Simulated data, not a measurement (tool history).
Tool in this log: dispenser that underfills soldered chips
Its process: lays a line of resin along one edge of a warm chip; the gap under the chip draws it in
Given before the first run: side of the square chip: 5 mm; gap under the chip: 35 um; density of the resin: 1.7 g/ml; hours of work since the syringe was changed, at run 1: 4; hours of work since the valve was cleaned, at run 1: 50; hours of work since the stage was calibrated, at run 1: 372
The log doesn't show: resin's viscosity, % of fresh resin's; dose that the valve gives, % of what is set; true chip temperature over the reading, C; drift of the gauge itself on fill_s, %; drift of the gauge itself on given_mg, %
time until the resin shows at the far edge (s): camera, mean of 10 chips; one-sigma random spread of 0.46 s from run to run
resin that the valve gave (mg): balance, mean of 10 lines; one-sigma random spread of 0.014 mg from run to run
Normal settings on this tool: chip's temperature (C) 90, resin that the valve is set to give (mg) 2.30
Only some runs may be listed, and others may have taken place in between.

run,hour,chip's temperature (C),resin that the valve is set to give (mg),hours of work since the syringe was changed,hours of work since the valve was cleaned,hours of work since the stage was calibrated,time until the resin shows at the far edge (s),resin that the valve gave (mg)
1,0.0,90,2.30,4,50,372,52.7,2.17
2,11.3,90,2.30,11,57,379,86.7,2.17
# hour 12.6: new syringe of resin
3,21.5,90,2.30,6,63,385,60.3,2.16
4,29.9,90,2.26,11,69,390,87.7,2.13
# hour 32.3: new syringe of resin
5,41.4,97,2.30,6,76,398,43.3,2.15
# hour 51.2: new syringe of resin
6,51.2,97,2.30,0,82,404,28.3,2.13
7,64.0,97,2.30,8,90,412,51.0,2.11
# hour 70.3: new syringe of resin
8,72.3,103,2.24,1,95,417,24.7,2.06
9,83.2,86,2.24,8,102,424,92.5,2.03
# hour 89.9: new syringe of resin
10,95.3,92,2.11,3,110,431,49.7,1.88
11,102.5,86,2.11,8,114,436,91.5,1.89
# hour 109.1: new syringe of resin
12,116.6,90,2.61,5,123,445,58.6,2.35
# hour 127.6: dispensing valve cleaned and set on the balance
# hour 129.2: new syringe of resin
13,133.0,96,2.30,2,3,454,37.0,2.30
14,145.9,104,2.98,11,11,462,43.9,2.96

How would selected steps in time until the resin shows at the far edge (s) from run to run divide? Give the signed amount a tool lacking its hidden state would still show from settings, what came in and random variation, and the signed amount left for the hidden state, including any gauge scatter that is not in both of the compared results.
Run 8 -> 9: chip's temperature (C) 103 -> 86. time until the resin shows at the far edge (s) +67.8: hidden state +43.6, all else +24.2.
